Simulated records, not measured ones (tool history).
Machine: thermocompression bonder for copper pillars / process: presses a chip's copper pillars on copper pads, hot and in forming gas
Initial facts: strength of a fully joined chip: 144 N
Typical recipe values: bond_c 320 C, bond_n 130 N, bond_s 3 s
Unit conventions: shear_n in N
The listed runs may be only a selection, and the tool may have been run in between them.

run 1 day=0.000 | bond_c=320 bond_n=130 bond_s=3 | shear_n=101.6
run 2 day=2.188 | bond_c=320 bond_n=130 bond_s=2 | shear_n=90.6
-- day=2.546 heater calibrated with a thermocouple chip
run 3 day=4.946 | bond_c=320 bond_n=130 bond_s=3 | shear_n=101.2
run 4 day=6.950 | bond_c=320 bond_n=130 bond_s=3 | shear_n=101.1
-- day=7.512 forming gas filter changed
run 5 day=11.038 | bond_c=320 bond_n=130 bond_s=3 | shear_n=101.2
run 6 day=14.104 | bond_c=320 bond_n=180 bond_s=3 | shear_n=118.5
run 7 day=15.904 | bond_c=320 bond_n=180 bond_s=3 | shear_n=118.3
-- day=16.196 forming gas filter changed
run 8 day=19.396 | bond_c=334 bond_n=130 bond_s=3 | shear_n=108.2
-- day=19.950 force cell calibrated
run 9 day=21.546 | bond_c=320 bond_n=130 bond_s=3 | shear_n=100.6
run 10 day=24.350 | bond_c=320 bond_n=130 bond_s=3 | shear_n=100.4
-- day=24.929 forming gas filter changed
run 11 day=27.308 | bond_c=348 bond_n=130 bond_s=3 | shear_n=113.9
run 12 day=29.192 | bond_c=308 bond_n=89 bond_s=5 | shear_n=82.9
run 13 day=31.938 | bond_c=325 bond_n=177 bond_s=5 | shear_n=127.8
-- day=33.812 forming gas filter changed
run 14 day=33.950 | bond_c=325 bond_n=177 bond_s=7 | shear_n=132.5
run 15 day=36.367 | bond_c=325 bond_n=177 bond_s=7 | shear_n=132.8
run 16 day=39.442 | bond_c=325 bond_n=177 bond_s=7 | shear_n=132.4
-- day=42.550 forming gas filter changed
run 17 day=43.358 | bond_c=325 bond_n=177 bond_s=7 | shear_n=132.8
run 18 day=46.838 | bond_c=307 bond_n=113 bond_s=2 | shear_n=72.8
run 19 day=50.888 | bond_c=307 bond_n=113 bond_s=2 | shear_n=72.4
-- day=51.167 forming gas filter changed
run 20 day=52.675 | bond_c=307 bond_n=113 bond_s=2 | shear_n=72.6
run 21 day=55.225 | bond_c=301 bond_n=133 bond_s=3 | shear_n=89.6

What if the next run were any one of these 4? Each begins from the tool's condition after run 21:
-- day=56.008 gauge calibrated
run A day=59.275 | bond_c=312 bond_n=177 bond_s=2 | shear_n=?
-- day=56.008 gauge calibrated
run B day=59.275 | bond_c=323 bond_n=192 bond_s=3 | shear_n=?
-- day=56.008 gauge calibrated
run C day=59.275 | bond_c=344 bond_n=133 bond_s=3 | shear_n=?
-- day=56.008 gauge calibrated
run D day=59.275 | bond_c=301 bond_n=110 bond_s=3 | shear_n=?

run=A shear_n=104.8
run=B shear_n=123.0
run=C shear_n=114.7
run=D shear_n=79.6
Without the tool's unlogged condition, the same runs would have read:
run=A shear_n=104.9
run=B shear_n=123.3
run=C shear_n=115.0
run=D shear_n=79.6
